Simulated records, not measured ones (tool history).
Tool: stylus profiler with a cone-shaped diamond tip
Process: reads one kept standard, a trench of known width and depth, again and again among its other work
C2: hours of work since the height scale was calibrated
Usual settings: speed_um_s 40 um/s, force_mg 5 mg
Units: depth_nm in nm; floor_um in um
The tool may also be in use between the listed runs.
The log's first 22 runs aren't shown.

Run 23, day 82.979: usual settings but speed_um_s 80 um/s, force_mg 4.17 mg; scans with this tip 3524; C2 238. Result: depth_nm 1010.03 nm, floor_um 46.04 um.
Run 24, day 86.054: usual settings but force_mg 1.86 mg; scans with this tip 4345; C2 293. Result: depth_nm 1006.09 nm, floor_um 46.08 um.
Run 25, day 88.733: usual settings but speed_um_s 75 um/s, force_mg 2.34 mg; scans with this tip 5060; C2 342. Result: depth_nm 1007.41 nm, floor_um 45.87 um.
Run 26, day 93.179: usual settings but force_mg 5.14 mg; scans with this tip 6247; C2 422. Result: depth_nm 1011.97 nm, floor_um 46.08 um.
Run 27, day 98.521: usual settings but speed_um_s 146 um/s, force_mg 10.76 mg; scans with this tip 7673; C2 518. Result: depth_nm 1018.9 nm, floor_um 45.76 um.
Run 28, day 101.583: usual settings but speed_um_s 14 um/s, force_mg 10.76 mg; scans with this tip 8491; C2 573. Result: depth_nm 1018.79 nm, floor_um 46.13 um.
Run 29, day 105.667: usual settings but speed_um_s 92 um/s, force_mg 2.34 mg; scans with this tip 9581; C2 647. Result: depth_nm 1008.13 nm, floor_um 45.61 um.
Run 30, day 109.371: usual settings but speed_um_s 92 um/s, force_mg 2.34 mg; scans with this tip 10570; C2 713. Result: depth_nm 1007.75 nm, floor_um 45.55 um.
Run 31, day 112.029: usual settings but speed_um_s 27 um/s, force_mg 9.16 mg; scans with this tip 11280; C2 761. Result: depth_nm 1018.01 nm, floor_um 45.88 um.
Run 32, day 114.8: usual settings but speed_um_s 32 um/s, force_mg 5.5 mg; scans with this tip 12020; C2 811. Result: depth_nm 1013.13 nm, floor_um 45.85 um.
Run 33, day 118.625: usual settings but speed_um_s 19 um/s, force_mg 2.57 mg; scans with this tip 13041; C2 880. Result: depth_nm 1008.4 nm, floor_um 45.8 um.
Run 34, day 123.283: usual settings but speed_um_s 43 um/s, force_mg 1.89 mg; scans with this tip 14284; C2 964. Result: depth_nm 1007.49 nm, floor_um 45.63 um.
Run 35, day 126.55: usual settings but speed_um_s 43 um/s, force_mg 1.89 mg; scans with this tip 15157; C2 1023. Result: depth_nm 1007.7 nm, floor_um 45.65 um.
Run 36, day 129.458: usual settings but speed_um_s 103 um/s, force_mg 3.71 mg; scans with this tip 15932; C2 1075. Result: depth_nm 1011.36 nm, floor_um 45.5 um.
At day 131.567: height scale calibrated on a step standard.
Run 37, day 133.35: usual settings but speed_um_s 103 um/s, force_mg 3.71 mg; scans with this tip 16966; C2 32. Result: depth_nm 1008.94 nm, floor_um 45.36 um.
Run 38, day 138.029: usual settings but speed_um_s 85 um/s, force_mg 9.05 mg; scans with this tip 18215; C2 116. Result: depth_nm 1015.93 nm, floor_um 45.52 um.
Run 39, day 140.762: usual settings but speed_um_s 85 um/s, force_mg 9.05 mg; scans with this tip 18946; C2 166. Result: depth_nm 1015.89 nm, floor_um 45.51 um.
Run 40, day 143.162: usual settings but speed_um_s 157 um/s, force_mg 9.05 mg; scans with this tip 19586; C2 209. Result: depth_nm 1016.46 nm, floor_um 45.36 um.
Run 41, day 146.512: usual settings but force_mg 2.29 mg; scans with this tip 20480; C2 269. Result: depth_nm 1006.44 nm, floor_um 45.45 um.
Run 42, day 150.342: usual settings but force_mg 12.57 mg; scans with this tip 21503; C2 338. Result: depth_nm 1020.38 nm, floor_um 45.55 um.
Run 43, day 155.6: usual settings but speed_um_s 20 um/s, force_mg 9.64 mg; scans with this tip 22906; C2 433. Result: depth_nm 1017.4 nm, floor_um 45.49 um.
Run 44, day 158.179: usual settings but speed_um_s 149 um/s, force_mg 9.64 mg; scans with this tip 23595; C2 479. Result: depth_nm 1017.12 nm, floor_um 45.19 um.

Forecast each of these 5 alternatives for the next run:
Run A, day 161.262: usual settings but speed_um_s 149 um/s, force_mg 9.54 mg; scans with this tip 24419; C2 535. Result: depth_nm ?, floor_um ?.
Run B, day 161.262: usual settings but speed_um_s 64 um/s, force_mg 9.64 mg; scans with this tip 24419; C2 535. Result: depth_nm ?, floor_um ?.
Run C, day 161.262: usual settings but speed_um_s 49 um/s, force_mg 2.18 mg; scans with this tip 24419; C2 535. Result: depth_nm ?, floor_um ?.
Run D, day 161.262: usual settings but speed_um_s 17 um/s, force_mg 3.67 mg; scans with this tip 24419; C2 535. Result: depth_nm ?, floor_um ?.
Run E, day 161.262: usual settings but speed_um_s 11 um/s, force_mg 3.08 mg; scans with this tip 24419; C2 535. Result: depth_nm ?, floor_um ?.

run  depth_nm  floor_um
  A   1016.99     45.16
  B    1017.4     45.42
  C   1007.52     45.26
  D   1009.71     45.49
  E   1008.89     45.47
Without the tool's hidden state the same runs would have given:
run  depth_nm  floor_um
  A   1016.03     46.16
  B   1016.44     46.42
  C   1006.57     46.26
  D   1008.76     46.49
  E   1007.94     46.47

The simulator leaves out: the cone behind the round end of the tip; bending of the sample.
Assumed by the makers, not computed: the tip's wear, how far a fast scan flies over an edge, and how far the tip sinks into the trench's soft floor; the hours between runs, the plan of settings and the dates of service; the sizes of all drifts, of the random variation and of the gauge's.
